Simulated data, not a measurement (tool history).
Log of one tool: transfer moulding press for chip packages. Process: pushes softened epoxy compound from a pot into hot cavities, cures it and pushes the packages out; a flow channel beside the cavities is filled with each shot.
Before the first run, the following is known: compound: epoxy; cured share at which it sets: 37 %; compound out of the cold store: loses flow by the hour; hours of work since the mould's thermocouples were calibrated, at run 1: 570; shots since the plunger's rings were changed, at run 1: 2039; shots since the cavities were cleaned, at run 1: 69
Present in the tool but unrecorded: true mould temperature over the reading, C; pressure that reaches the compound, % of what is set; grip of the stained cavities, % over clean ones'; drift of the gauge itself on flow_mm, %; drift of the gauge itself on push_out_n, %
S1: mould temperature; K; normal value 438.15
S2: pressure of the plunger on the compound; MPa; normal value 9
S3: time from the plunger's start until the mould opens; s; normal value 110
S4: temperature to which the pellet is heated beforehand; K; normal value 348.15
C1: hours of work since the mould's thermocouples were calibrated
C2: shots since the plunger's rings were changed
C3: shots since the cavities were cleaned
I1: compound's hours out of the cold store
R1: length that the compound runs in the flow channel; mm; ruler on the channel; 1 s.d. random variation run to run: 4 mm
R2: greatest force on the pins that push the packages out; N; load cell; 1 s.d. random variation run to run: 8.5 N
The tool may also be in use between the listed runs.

Run 1, hour 0: usual settings; C1 570; C2 2039; C3 69; I1 44.8. Result: R1 564 mm, R2 395 N.
At hour 4.4: mould's thermocouples calibrated.
Run 2, hour 26.7: usual settings; C1 16; C2 2334; C3 364; I1 44.1. Result: R1 560 mm, R2 446 N.
At hour 48.7: cavities cleaned with cleaning compound and waxed.
Run 3, hour 52.2: usual settings; C1 34; C2 2621; C3 41; I1 12.7. Result: R1 625 mm, R2 381 N.
Run 4, hour 71.3: usual settings but S3 94 s; C1 47; C2 2850; C3 270; I1 12.5. Result: R1 619 mm, R2 639 N.
Run 5, hour 84.9: usual settings; C1 57; C2 3012; C3 432; I1 17.9. Result: R1 603 mm, R2 480 N.
At hour 101.1: cavities cleaned with cleaning compound and waxed.
Run 6, hour 106: usual settings but S2 7.98 MPa; C1 71; C2 3246; C3 58; I1 40.1. Result: R1 523 mm, R2 379 N.
Run 7, hour 130: usual settings but S2 7.98 MPa; C1 89; C2 3534; C3 346; I1 13.1. Result: R1 570 mm, R2 462 N.
Run 8, hour 141.1: usual settings but S2 7.98 MPa; C1 97; C2 3667; C3 479; I1 32.1. Result: R1 539 mm, R2 465 N.
At hour 154.1: cavities cleaned with cleaning compound and waxed.
Run 9, hour 159.6: usual settings but S2 7.98 MPa; C1 109; C2 3870; C3 66; I1 32.6. Result: R1 531 mm, R2 389 N.
Run 10, hour 170.3: usual settings but S2 7.92 MPa, S4 347.15 K; C1 117; C2 3998; C3 194; I1 31. Result: R1 531 mm, R2 447 N.
At hour 187.6: plunger's sealing rings changed.
Run 11, hour 197.2: usual settings but S1 435.15 K, S2 9.71 MPa, S3 123 s; C1 134; C2 115; C3 485; I1 33.8. Result: R1 636 mm, R2 475 N.
At hour 210.3: cavities cleaned with cleaning compound and waxed.
Run 12, hour 219.9: usual settings but S1 431.15 K, S2 10.19 MPa, S3 122 s, S4 340.15 K; C1 150; C2 369; C3 115; I1 22.6. Result: R1 682 mm, R2 535 N.
Run 13, hour 240.2: usual settings but S3 91 s, S4 353.15 K; C1 164; C2 612; C3 358; I1 10.2. Result: R1 649 mm, R2 726 N.
At hour 262.7: cavities cleaned with cleaning compound and waxed.
Run 14, hour 266: usual settings but S1 437.15 K, S2 9.4 MPa; C1 182; C2 903; C3 41; I1 19.9. Result: R1 641 mm, R2 416 N.
Run 15, hour 279.1: usual settings but S2 8.52 MPa, S3 113 s; C1 192; C2 1059; C3 197; I1 16.7. Result: R1 615 mm, R2 403 N.
Run 16, hour 291: usual settings but S2 9.4 MPa, S4 341.15 K; C1 200; C2 1201; C3 339; I1 18.7. Result: R1 645 mm, R2 478 N.
Run 17, hour 310.6: usual settings but S2 9.23 MPa, S3 90 s, S4 341.15 K; C1 214; C2 1435; C3 573; I1 39.9. Result: R1 586 mm, R2 766 N.

Alternative continuations, all from the tool just after run 17; predict every row:
At hour 314.8: cavities cleaned with cleaning compound and waxed.
Run A, hour 325.3: usual settings but S2 9.23 MPa, S3 90 s, S4 346.15 K; C1 224; C2 1593; C3 124; I1 21.5. Result: R1 ?, R2 ?.
At hour 314.8: cavities cleaned with cleaning compound and waxed.
Run B, hour 325.3: usual settings but S2 7.09 MPa, S3 136 s, S4 356.15 K; C1 224; C2 1593; C3 124; I1 8.3. Result: R1 ?, R2 ?.
At hour 314.8: cavities cleaned with cleaning compound and waxed.
Run C, hour 325.3: usual settings but S2 7.74 MPa, S4 355.15 K; C1 224; C2 1593; C3 124; I1 30.4. Result: R1 ?, R2 ?.
At hour 314.8: cavities cleaned with cleaning compound and waxed.
Run D, hour 325.3: usual settings but S2 10.6 MPa, S3 146 s, S4 339.15 K; C1 224; C2 1593; C3 124; I1 33.9. Result: R1 ?, R2 ?.

run   R1   R2
  A  624  653
  B  566  322
  C  559  411
  D  639  314
Without the tool's unlogged condition, the same runs would have read:
run   R1   R2
  A  643  579
  B  584  288
  C  576  366
  D  659  282
